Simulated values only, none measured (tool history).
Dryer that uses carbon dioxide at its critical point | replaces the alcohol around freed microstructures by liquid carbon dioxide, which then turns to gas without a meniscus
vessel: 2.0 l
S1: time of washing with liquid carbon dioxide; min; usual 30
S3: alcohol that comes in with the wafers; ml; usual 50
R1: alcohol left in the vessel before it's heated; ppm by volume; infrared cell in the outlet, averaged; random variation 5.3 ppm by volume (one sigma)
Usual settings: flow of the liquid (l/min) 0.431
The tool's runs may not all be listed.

Run 1, hour 0.0: usual settings. Result: R1 218 ppm by volume.
Run 2, hour 7.5: usual settings. Result: R1 231 ppm by volume.
Run 3, hour 13.6: usual settings but S1 31 min. Result: R1 202 ppm by volume.
Run 4, hour 27.5: usual settings but S1 31 min, S3 75 ml. Result: R1 294 ppm by volume.
Run 5, hour 36.6: usual settings but S1 31 min, S3 75 ml. Result: R1 294 ppm by volume.
Run 6, hour 42.9: usual settings but S1 31 min, S3 75 ml. Result: R1 292 ppm by volume.
Run 7, hour 56.0: usual settings but S1 48 min, S3 91 ml. Result: R1 77 ppm by volume.
Run 8, hour 70.2: usual settings but S1 48 min, S3 91 ml. Result: R1 83 ppm by volume.
Run 9, hour 81.4: usual settings but S1 25 min, flow of the liquid (l/min) 0.555. Result: R1 193 ppm by volume.
Run 10, hour 90.2: usual settings but S1 24 min, flow of the liquid (l/min) 0.363, S3 47 ml. Result: R1 987 ppm by volume.

The same runs without the tool's hidden state, with the same run-to-run variation:
The hidden state here: flow that reaches the vessel past the clogged filter, %; alcohol in the recycled carbon dioxide, ppm; drift of the gauge itself on alcohol_ppm, %.
run   R1
  1  117
  2  125
  3  102
  4  162
  5  157
  6  153
  7    9
  8   11
  9   78
 10  664

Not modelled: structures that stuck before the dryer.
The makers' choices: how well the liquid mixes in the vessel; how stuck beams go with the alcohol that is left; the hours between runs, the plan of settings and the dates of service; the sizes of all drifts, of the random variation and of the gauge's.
